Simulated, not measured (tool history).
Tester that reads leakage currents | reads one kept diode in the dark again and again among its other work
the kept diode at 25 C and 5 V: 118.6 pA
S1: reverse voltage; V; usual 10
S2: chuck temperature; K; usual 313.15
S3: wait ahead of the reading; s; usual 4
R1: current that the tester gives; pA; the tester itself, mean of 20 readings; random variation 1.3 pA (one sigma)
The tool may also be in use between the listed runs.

Run 1, hour 0: usual settings. Result: R1 419.44 pA.
Run 2, hour 68.6: usual settings. Result: R1 417.09 pA.
Run 3, hour 147.4: usual settings. Result: R1 418.2 pA.
Run 4, hour 195.7: usual settings but S1 1.1 V. Result: R1 202.63 pA.
Run 5, hour 284.1: usual settings but S1 1.1 V. Result: R1 201.61 pA.
Run 6, hour 357.3: usual settings but S1 1.1 V. Result: R1 201.35 pA.
Run 7, hour 448.5: usual settings but S1 1.1 V. Result: R1 201.58 pA.
Run 8, hour 506.9: usual settings but S1 1.1 V. Result: R1 200.54 pA.
Run 9, hour 574.4: usual settings but S1 1.1 V. Result: R1 200.15 pA.
Run 10, hour 649.1: usual settings but S1 1.1 V. Result: R1 200.31 pA.
Run 11, hour 739.8: usual settings but S1 1.1 V. Result: R1 200 pA.
Run 12, hour 782.5: usual settings but S1 1.1 V. Result: R1 199.99 pA.
Run 13, hour 841.2: usual settings but S1 1.1 V. Result: R1 199.06 pA.
Run 14, hour 916: usual settings. Result: R1 412.04 pA.
Run 15, hour 978.4: usual settings but S2 296.15 K. Result: R1 124.8 pA.
Run 16, hour 1074: usual settings but S2 296.15 K. Result: R1 124.83 pA.
At hour 1087.3: chuck's temperature calibrated.
Run 17, hour 1163.1: usual settings. Result: R1 426 pA.
Run 18, hour 1245.5: usual settings. Result: R1 426.21 pA.
Run 19, hour 1308.2: usual settings but S2 305.15 K, S3 4.33 s. Result: R1 246.56 pA.
Run 20, hour 1364.1: usual settings but S2 305.15 K, S3 4.33 s. Result: R1 245.88 pA.
Run 21, hour 1417.6: usual settings but S3 1.62 s. Result: R1 427.16 pA.
Run 22, hour 1469.8: usual settings but S1 13 V, S2 323.15 K, S3 7.11 s. Result: R1 884.78 pA.
Run 23, hour 1570: usual settings but S1 2.8 V, S2 323.15 K, S3 1.28 s. Result: R1 532.41 pA.
Run 24, hour 1648.1: usual settings but S1 13.6 V, S2 298.15 K, S3 7.48 s. Result: R1 164.5 pA.
Run 25, hour 1701.5: usual settings but S1 9.6 V, S2 302.15 K. Result: R1 195.51 pA.
Run 26, hour 1757.9: usual settings but S1 3.5 V, S2 302.15 K. Result: R1 139.73 pA.
Run 27, hour 1832.5: usual settings but S1 4.3 V, S2 302.15 K, S3 0.35 s. Result: R1 152.97 pA.
Run 28, hour 1913.3: usual settings but S3 0.8 s. Result: R1 424.77 pA.
Run 29, hour 2001.7: usual settings but S3 0.8 s. Result: R1 425.92 pA.
Run 30, hour 2077.5: usual settings but S3 0.8 s. Result: R1 421.49 pA.
Run 31, hour 2141: usual settings but S3 0.8 s. Result: R1 420.45 pA.
Run 32, hour 2220.6: usual settings but S3 0.8 s. Result: R1 423.96 pA.
Run 33, hour 2305.1: usual settings but S1 11.8 V, S2 329.15 K, S3 0.8 s. Result: R1 1225.56 pA.
Run 34, hour 2373: usual settings but S1 15.3 V, S3 2.11 s. Result: R1 484.22 pA.
Run 35, hour 2440: usual settings but S3 0.81 s. Result: R1 419.42 pA.
Run 36, hour 2495.3: usual settings but S3 2.77 s. Result: R1 416.93 pA.

Measured less the same run without the tool's hidden state. The same run-to-run variation is in both; the gauge's scatter may not be:
The hidden state here: stray current of the dirty probe card, pA a volt; current scale over the true one, %; true chuck temperature over the reading, C; drift of the gauge itself on leakage_pa, %.
run      R1
  1   -9.01
  2   -9.47
  3  -10.07
  4   -5.46
  5   -5.79
  6   -6.05
  7   -6.39
  8   -6.58
  9   -6.81
 10   -7.09
 11   -7.42
 12   -7.57
 13   -7.77
 14  -15.53
 15   -4.32
 16   -4.53
 17    -1.5
 18   -2.11
 19   -0.83
 20   -1.06
 21   -3.39
 22   -8.83
 23   -7.15
 24   -0.39
 25   -1.77
 26   -2.03
 27   -2.31
 28   -7.06
 29   -7.73
 30   -8.18
 31   -8.65
 32   -9.29
 33  -30.21
 34  -11.17
 35  -10.81
 36  -11.18
